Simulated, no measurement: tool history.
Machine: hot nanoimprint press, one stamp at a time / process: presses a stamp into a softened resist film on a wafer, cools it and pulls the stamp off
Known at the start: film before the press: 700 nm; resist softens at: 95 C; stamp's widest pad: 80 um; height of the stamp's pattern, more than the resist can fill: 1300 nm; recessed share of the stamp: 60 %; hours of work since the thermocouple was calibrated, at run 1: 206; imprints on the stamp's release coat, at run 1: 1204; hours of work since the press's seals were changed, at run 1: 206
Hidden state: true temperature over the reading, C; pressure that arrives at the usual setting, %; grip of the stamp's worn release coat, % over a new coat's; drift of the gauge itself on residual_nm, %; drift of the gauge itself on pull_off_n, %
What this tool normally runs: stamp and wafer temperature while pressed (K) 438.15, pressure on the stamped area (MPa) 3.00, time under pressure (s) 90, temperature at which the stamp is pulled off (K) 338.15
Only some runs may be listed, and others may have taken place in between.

| run | day | stamp and wafer temperature while pressed (K) | pressure on the stamped area (MPa) | time under pressure (s) | temperature at which the stamp is pulled off (K) | hours of work since the thermocouple was calibrated | imprints on the stamp's release coat | hours of work since the press's seals were changed | resist left under the stamp's widest pad (angstrom) | greatest force while the stamp is pulled off (N) |
|---|---|---|---|---|---|---|---|---|---|---|
| 1 | 0.000 | 438.15 | 3.00 | 90 | 338.15 | 206 | 1204 | 206 | 3572 | 174 |
|  | 0.921 | stamp cleaned and given a new release coat |
| 2 | 1.742 | 438.15 | 3.00 | 90 | 338.15 | 235 | 52 | 235 | 3540 | 172 |
| 3 | 3.162 | 428.15 | 3.00 | 90 | 338.15 | 262 | 143 | 262 | 5214 | 174 |
| 4 | 5.008 | 428.15 | 3.85 | 90 | 338.15 | 297 | 261 | 297 | 4826 | 172 |
|  | 6.392 | plate thermocouple calibrated |
| 5 | 6.667 | 442.15 | 3.00 | 90 | 338.15 | 5 | 358 | 326 | 2943 | 176 |
| 6 | 8.579 | 431.15 | 3.00 | 50 | 335.15 | 42 | 480 | 362 | 5342 | 180 |
| 7 | 10.425 | 431.15 | 3.00 | 50 | 335.15 | 77 | 598 | 398 | 5423 | 175 |
| 8 | 12.796 | 431.15 | 3.00 | 50 | 335.15 | 122 | 749 | 443 | 5397 | 184 |
| 9 | 15.096 | 431.15 | 3.00 | 50 | 335.15 | 166 | 896 | 486 | 5394 | 182 |
| 10 | 17.450 | 432.15 | 3.99 | 90 | 338.15 | 210 | 1046 | 531 | 4057 | 173 |

Here are 3 independent what-if runs from the current tool condition. What would each one return?
| A | 18.921 | 438.15 | 3.00 | 90 | 336.15 | 238 | 1139 | 559 | ? | ? |
| B | 18.921 | 432.15 | 2.86 | 90 | 346.15 | 238 | 1139 | 559 | ? | ? |
| C | 18.921 | 448.15 | 2.16 | 91 | 338.15 | 238 | 1139 | 559 | ? | ? |

| run | resist left under the stamp's widest pad (angstrom) | greatest force while the stamp is pulled off (N) |
|---|---|---|
| A | 3541 | 169 |
| B | 4601 | 162 |
| C | 2637 | 180 |
With no hidden state in the tool, these same runs would have given:
| run | resist left under the stamp's widest pad (angstrom) | greatest force while the stamp is pulled off (N) |
|---|---|---|
| A | 3534 | 168 |
| B | 4593 | 161 |
| C | 2632 | 179 |
